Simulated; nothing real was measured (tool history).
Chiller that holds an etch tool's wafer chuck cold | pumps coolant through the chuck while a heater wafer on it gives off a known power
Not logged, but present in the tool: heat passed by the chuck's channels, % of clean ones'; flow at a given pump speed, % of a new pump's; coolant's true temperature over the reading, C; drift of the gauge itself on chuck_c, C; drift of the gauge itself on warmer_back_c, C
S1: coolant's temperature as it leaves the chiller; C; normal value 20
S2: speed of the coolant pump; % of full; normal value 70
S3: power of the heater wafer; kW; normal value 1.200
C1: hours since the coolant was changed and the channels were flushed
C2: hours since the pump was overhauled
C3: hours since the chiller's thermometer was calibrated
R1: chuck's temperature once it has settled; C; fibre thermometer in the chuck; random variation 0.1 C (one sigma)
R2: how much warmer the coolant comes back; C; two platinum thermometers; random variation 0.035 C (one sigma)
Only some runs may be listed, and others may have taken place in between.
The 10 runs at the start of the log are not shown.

{"run": 11, "hour": 285.6, "S1": 20, "S2": 67, "S3": 1.2, "C1": 983, "C2": 1577, "C3": 1394, "R1": 32.9, "R2": 6.52}
{"run": 12, "hour": 304.8, "S1": 20, "S2": 67, "S3": 1.2, "C1": 1002, "C2": 1596, "C3": 1413, "R1": 32.8, "R2": 6.51}
{"run": 13, "hour": 325.7, "S1": 20, "S2": 70, "S3": 1.2, "C1": 1023, "C2": 1617, "C3": 1434, "R1": 32.5, "R2": 6.2}
{"run": 14, "hour": 343.8, "S1": 20, "S2": 70, "S3": 1.2, "C1": 1041, "C2": 1635, "C3": 1452, "R1": 32.4, "R2": 6.22}
{"run": 15, "hour": 368.2, "S1": 20, "S2": 70, "S3": 1.2, "C1": 1066, "C2": 1659, "C3": 1476, "R1": 32.6, "R2": 6.24}
{"run": 16, "hour": 390.9, "S1": 20, "S2": 75, "S3": 1.2, "C1": 1088, "C2": 1682, "C3": 1499, "R1": 31.8, "R2": 5.83}
{"run": 17, "hour": 418.7, "S1": 20, "S2": 98, "S3": 1.2, "C1": 1116, "C2": 1710, "C3": 1527, "R1": 29.2, "R2": 4.35}
{"run": 18, "hour": 445.9, "S1": 29, "S2": 82, "S3": 1.308, "C1": 1143, "C2": 1737, "C3": 1554, "R1": 40.8, "R2": 5.71}
{"run": 19, "hour": 478.5, "S1": 20, "S2": 70, "S3": 1.084, "C1": 1176, "C2": 1769, "C3": 1587, "R1": 31.3, "R2": 5.68}
{"run": 20, "hour": 504.6, "S1": 26, "S2": 93, "S3": 1.098, "C1": 1202, "C2": 1796, "C3": 1613, "R1": 35.0, "R2": 4.15}
{"hour": 509.1, "done": "chiller's thermometer calibrated"}
{"run": 21, "hour": 530.2, "S1": 26, "S2": 71, "S3": 0.702, "C1": 1227, "C2": 1820, "C3": 21, "R1": 33.4, "R2": 3.61}
{"run": 22, "hour": 558.5, "S1": 18, "S2": 70, "S3": 1.2, "C1": 1255, "C2": 1848, "C3": 49, "R1": 30.5, "R2": 6.23}
{"run": 23, "hour": 578.6, "S1": 20, "S2": 70, "S3": 1.045, "C1": 1275, "C2": 1869, "C3": 70, "R1": 31.2, "R2": 5.49}
{"run": 24, "hour": 596.7, "S1": 13, "S2": 62, "S3": 1.2, "C1": 1293, "C2": 1887, "C3": 88, "R1": 27.0, "R2": 7.18}
{"run": 25, "hour": 619.1, "S1": 11, "S2": 65, "S3": 1.107, "C1": 1316, "C2": 1909, "C3": 110, "R1": 23.7, "R2": 6.27}
{"run": 26, "hour": 637.5, "S1": 11, "S2": 65, "S3": 1.107, "C1": 1334, "C2": 1927, "C3": 128, "R1": 23.4, "R2": 6.24}
{"run": 27, "hour": 656.4, "S1": 26, "S2": 92, "S3": 0.748, "C1": 1353, "C2": 1946, "C3": 147, "R1": 32.2, "R2": 2.85}
{"run": 28, "hour": 680.7, "S1": 12, "S2": 70, "S3": 1.2, "C1": 1377, "C2": 1971, "C3": 172, "R1": 24.9, "R2": 6.34}
{"run": 29, "hour": 698.6, "S1": 19, "S2": 91, "S3": 0.635, "C1": 1395, "C2": 1989, "C3": 190, "R1": 24.3, "R2": 2.49}
{"hour": 707.8, "done": "chiller's thermometer calibrated, once more"}
{"run": 30, "hour": 724.2, "S1": 19, "S2": 91, "S3": 0.635, "C1": 1420, "C2": 2013, "C3": 16, "R1": 24.3, "R2": 2.46}
{"run": 31, "hour": 757.6, "S1": 16, "S2": 70, "S3": 1.2, "C1": 1453, "C2": 2047, "C3": 50, "R1": 28.7, "R2": 6.21}

Here are 5 independent what-if runs from the current tool condition. What would each one return?
{"run": "A", "hour": 790.1, "S1": 20, "S2": 63, "S3": 1.2, "C1": 1486, "C2": 2079, "C3": 82, "R1": "?", "R2": "?"}
{"run": "B", "hour": 790.1, "S1": 16, "S2": 70, "S3": 1.314, "C1": 1486, "C2": 2079, "C3": 82, "R1": "?", "R2": "?"}
{"run": "C", "hour": 790.1, "S1": 20, "S2": 90, "S3": 1.2, "C1": 1486, "C2": 2079, "C3": 82, "R1": "?", "R2": "?"}
{"run": "D", "hour": 790.1, "S1": 21, "S2": 63, "S3": 0.683, "C1": 1486, "C2": 2079, "C3": 82, "R1": "?", "R2": "?"}
{"run": "E", "hour": 790.1, "S1": 16, "S2": 99, "S3": 0.857, "C1": 1486, "C2": 2079, "C3": 82, "R1": "?", "R2": "?"}

run=A R1=33.7 R2=7.10
run=B R1=29.9 R2=6.90
run=C R1=30.0 R2=4.79
run=D R1=29.0 R2=4.01
run=E R1=22.5 R2=3.08
Without the tool's hidden state the same runs would have given:
run=A R1=32.9 R2=6.78
run=B R1=29.1 R2=6.59
run=C R1=29.4 R2=4.58
run=D R1=28.5 R2=3.83
run=E R1=22.1 R2=2.94
